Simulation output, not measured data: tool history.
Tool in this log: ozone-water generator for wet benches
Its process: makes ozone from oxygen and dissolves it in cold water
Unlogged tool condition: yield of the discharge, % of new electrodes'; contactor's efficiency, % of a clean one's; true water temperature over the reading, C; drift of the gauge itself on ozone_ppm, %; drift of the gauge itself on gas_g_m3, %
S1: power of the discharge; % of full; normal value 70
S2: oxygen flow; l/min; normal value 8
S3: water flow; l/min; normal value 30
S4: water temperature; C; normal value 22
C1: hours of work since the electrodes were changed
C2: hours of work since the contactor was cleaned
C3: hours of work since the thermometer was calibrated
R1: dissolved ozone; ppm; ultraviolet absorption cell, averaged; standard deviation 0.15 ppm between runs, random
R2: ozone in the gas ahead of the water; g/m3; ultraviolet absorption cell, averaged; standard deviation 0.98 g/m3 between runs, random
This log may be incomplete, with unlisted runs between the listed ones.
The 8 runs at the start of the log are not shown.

Run 9, hour 450.7: usual settings but S1 48 % of full; C1 2225; C2 6373; C3 3945. Result: R1 13.8 ppm, R2 134.4 g/m3.
Run 10, hour 492.5: usual settings but S4 23 C; C1 2265; C2 6413; C3 3985. Result: R1 16.7 ppm, R2 165.3 g/m3.
Run 11, hour 525.5: usual settings; C1 2297; C2 6445; C3 4017. Result: R1 17.1 ppm, R2 165.3 g/m3.
Run 12, hour 563.6: usual settings but S1 97 % of full; C1 2334; C2 6482; C3 4054. Result: R1 20.8 ppm, R2 198 g/m3.
Run 13, hour 608.9: usual settings but S2 6.67 l/min; C1 2377; C2 6526; C3 4097. Result: R1 16.8 ppm, R2 180.4 g/m3.
Run 14, hour 670.9: usual settings; C1 2437; C2 6585; C3 4157. Result: R1 17.1 ppm, R2 162.7 g/m3.
Run 15, hour 741.8: usual settings; C1 2505; C2 6654; C3 4226. Result: R1 16.8 ppm, R2 165.7 g/m3.
Run 16, hour 797.6: usual settings but S1 47 % of full; C1 2559; C2 6708; C3 4279. Result: R1 13.5 ppm, R2 133.1 g/m3.
At hour 853.4: water thermometer calibrated.
Run 17, hour 861.7: usual settings but S1 47 % of full; C1 2621; C2 6769; C3 8. Result: R1 13.9 ppm, R2 132.7 g/m3.
At hour 871.4: contactor cleaned.
Run 18, hour 935.8: usual settings but S2 4.31 l/min, S3 38 l/min; C1 2688; C2 62; C3 76. Result: R1 12.7 ppm, R2 222.2 g/m3.
Run 19, hour 1014.2: usual settings but S1 43 % of full, S2 4.31 l/min, S3 35 l/min; C1 2764; C2 138; C3 151. Result: R1 10.5 ppm, R2 170.4 g/m3.
Run 20, hour 1047.8: usual settings but S2 4.45 l/min, S4 28 C; C1 2796; C2 170; C3 184. Result: R1 14.7 ppm, R2 217.6 g/m3.
Run 21, hour 1096.3: usual settings but S1 99 % of full, S4 21 C; C1 2843; C2 217; C3 230. Result: R1 20.6 ppm, R2 198.3 g/m3.
At hour 1122.6: contactor cleaned, once more.
Run 22, hour 1137.7: usual settings but S2 12.36 l/min, S4 16 C; C1 2879; C2 14; C3 266. Result: R1 19.3 ppm, R2 132.3 g/m3.
Run 23, hour 1178.3: usual settings but S2 12.36 l/min, S4 16 C; C1 2918; C2 54; C3 306. Result: R1 18.9 ppm, R2 132.9 g/m3.
Run 24, hour 1230.9: usual settings but S2 12.36 l/min, S4 16 C; C1 2969; C2 104; C3 356. Result: R1 19.3 ppm, R2 134.2 g/m3.
Run 25, hour 1266.9: usual settings but S1 44 % of full, S2 6.54 l/min, S4 16 C; C1 3004; C2 139; C3 391. Result: R1 14.4 ppm, R2 139 g/m3.
Run 26, hour 1313.9: usual settings but S1 44 % of full, S2 6.54 l/min, S4 16 C; C1 3049; C2 184; C3 436. Result: R1 14.4 ppm, R2 138.5 g/m3.
Run 27, hour 1371.5: usual settings but S1 44 % of full, S2 6.54 l/min, S4 16 C; C1 3105; C2 240; C3 492. Result: R1 14.4 ppm, R2 140.5 g/m3.
Run 28, hour 1440.1: usual settings but S1 43 % of full; C1 3171; C2 306; C3 558. Result: R1 13.5 ppm, R2 123.7 g/m3.
Run 29, hour 1504.1: usual settings but S1 43 % of full; C1 3233; C2 368; C3 620. Result: R1 13.4 ppm, R2 124.9 g/m3.
Run 30, hour 1538: usual settings but S1 43 % of full, S2 8.68 l/min, S4 23 C; C1 3265; C2 401; C3 653. Result: R1 13.2 ppm, R2 119.4 g/m3.
Run 31, hour 1607.4: usual settings but S1 43 % of full, S2 8.68 l/min, S4 23 C; C1 3332; C2 468; C3 720. Result: R1 13 ppm, R2 121.1 g/m3.
Run 32, hour 1639.9: usual settings but S1 63 % of full, S2 10.86 l/min, S4 23 C; C1 3363; C2 499; C3 751. Result: R1 15.8 ppm, R2 132.1 g/m3.

What if the next run were any one of these 4? Each begins from the tool's condition after run 32:
Run A, hour 1696.3: usual settings but S1 49 % of full, S4 23 C; C1 3418; C2 553; C3 805. Result: R1 ?, R2 ?.
Run B, hour 1696.3: usual settings but S1 63 % of full, S2 7.7 l/min, S4 23 C; C1 3418; C2 553; C3 805. Result: R1 ?, R2 ?.
Run C, hour 1696.3: usual settings; C1 3418; C2 553; C3 805. Result: R1 ?, R2 ?.
Run D, hour 1696.3: usual settings but S1 63 % of full, S2 10.86 l/min, S3 29 l/min, S4 16 C; C1 3418; C2 553; C3 805. Result: R1 ?, R2 ?.

run    R1     R2
  A    14  134.8
  B  16.1  156.1
  C  17.2  163.1
  D  18.5  131.1
The same runs, with their run-to-run variation unchanged, on a tool lacking any hidden condition would have given:
run    R1     R2
  A  14.6  139.1
  B  16.9  161.9
  C    18  169.6
  D  19.3    136

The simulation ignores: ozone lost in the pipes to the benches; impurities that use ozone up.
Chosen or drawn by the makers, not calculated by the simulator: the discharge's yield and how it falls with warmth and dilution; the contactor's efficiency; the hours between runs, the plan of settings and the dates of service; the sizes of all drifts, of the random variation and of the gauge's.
